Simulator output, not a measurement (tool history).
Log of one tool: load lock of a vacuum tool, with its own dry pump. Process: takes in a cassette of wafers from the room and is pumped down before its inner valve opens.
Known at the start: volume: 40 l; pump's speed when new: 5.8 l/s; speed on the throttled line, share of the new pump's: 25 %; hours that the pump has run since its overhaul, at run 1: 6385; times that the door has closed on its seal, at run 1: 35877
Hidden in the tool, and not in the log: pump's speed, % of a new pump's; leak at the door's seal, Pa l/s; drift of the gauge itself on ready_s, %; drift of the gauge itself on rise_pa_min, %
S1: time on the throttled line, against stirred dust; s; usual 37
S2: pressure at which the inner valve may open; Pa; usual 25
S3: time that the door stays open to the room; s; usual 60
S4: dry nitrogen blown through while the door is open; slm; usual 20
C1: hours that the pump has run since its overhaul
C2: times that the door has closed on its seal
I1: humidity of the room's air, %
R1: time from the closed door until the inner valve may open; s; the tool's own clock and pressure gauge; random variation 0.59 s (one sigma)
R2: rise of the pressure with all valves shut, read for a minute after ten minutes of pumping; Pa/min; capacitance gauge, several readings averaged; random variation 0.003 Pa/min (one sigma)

run     hour  S1  S2   S3  S4     C1     C2    I1     R1     R2
  1        0  37  25   60  20   6385  35877  45.9   87.3   0.56
       445.3  -- door's seal changed, seat wiped
  2    445.3  37  25   60  20   6829      0  42.6   86.7  0.049
  3    818.4  37  25   60  20   7202   1165    48   86.9  0.061
  4   1118.6  37  25   60  20   7503   2102  44.8   87.5  0.056
  5   1502.7  37  25   58  20   7887   3300    46   87.3  0.061
  6   2071.2  37  25   58  20   8455   5074  43.2   87.8  0.077
  7   2420.4  37  25   58  20   8804   6164  45.8   87.7  0.081
  8   2889.6  37  25   60  20   9274   7629  42.4   87.5  0.094
  9   3294.3  37  25   60  10   9678   8892  42.1   86.8  0.114
 10   3631.6  37  25   60  10  10016   9944  45.1   87.8  0.126
 11   4347.2  37  25   60  10  10731  12177    48     88   0.15
 12   4854.1  37  25   60  10  11238  13759  44.6   88.4  0.159
 13   5181.8  37  26   60  20  11566  14782  46.6   87.7   0.17
 14   5898.4  37  25   60  16  12282  17018  43.4   90.2  0.193
 15   6322.8  37  21   60  20  12707  18343  46.3   89.7  0.206
 16   6992.3  64  21   69  15  13376  20432  46.3  111.3  0.243
 17   7590.7  64  21   69  15  13975  22300  45.3  110.6  0.271
 18     7948  38  30   89   9  14332  23415  45.5   89.2  0.312
 19   8292.2  38  30   89   9  14676  24489  44.9   88.7  0.323
 20   8665.6  38  30   89  38  15050  25654  41.9   88.9  0.315
 21   9400.9  38  30   89  38  15785  27949  45.8   90.4  0.351
 22   9713.2  27  35   38   7  16097  28924  45.2   80.6  0.384
 23  10434.2  37  29   75  10  16818  31174    43   90.6  0.439
 24  10884.2  54  29  138  35  17268  32578  40.2  103.6  0.456
 25  11298.5  19  29  138  29  17682  33871  44.3   76.9  0.493
 26  11742.7  44  25   38  35  18127  35257  47.6   95.5  0.483
 27  12190.3  37  40   31  20  18574  36654  46.5   89.1  0.521

Forecast each of these 5 alternatives for the next run:
     12399.2  -- door's seal changed, seat wiped
  A  12758.6  37  40  62  20  19141  1122  49.4   ?   ?
     12399.2  -- door's seal changed, seat wiped
  B  12758.6  20  25  30  16  19141  1122  45.5   ?   ?
     12399.2  -- door's seal changed, seat wiped
  C  12758.6  46  40  48   4  19141  1122  43.6   ?   ?
     12399.2  -- door's seal changed, seat wiped
  D  12758.6  29  49  55  20  19141  1122  45.2   ?   ?
     12399.2  -- door's seal changed, seat wiped
  E  12758.6  25  36  60  20  19141  1122  43.9   ?   ?

run    R1     R2
  A  87.9  0.059
  B  79.9  0.041
  C  94.2  0.069
  D  81.6  0.052
  E  81.2  0.053
Without the tool's hidden state the same runs would have given:
run    R1     R2
  A  81.4  0.054
  B  72.3  0.036
  C    88  0.064
  D  74.9  0.046
  E  74.1  0.048
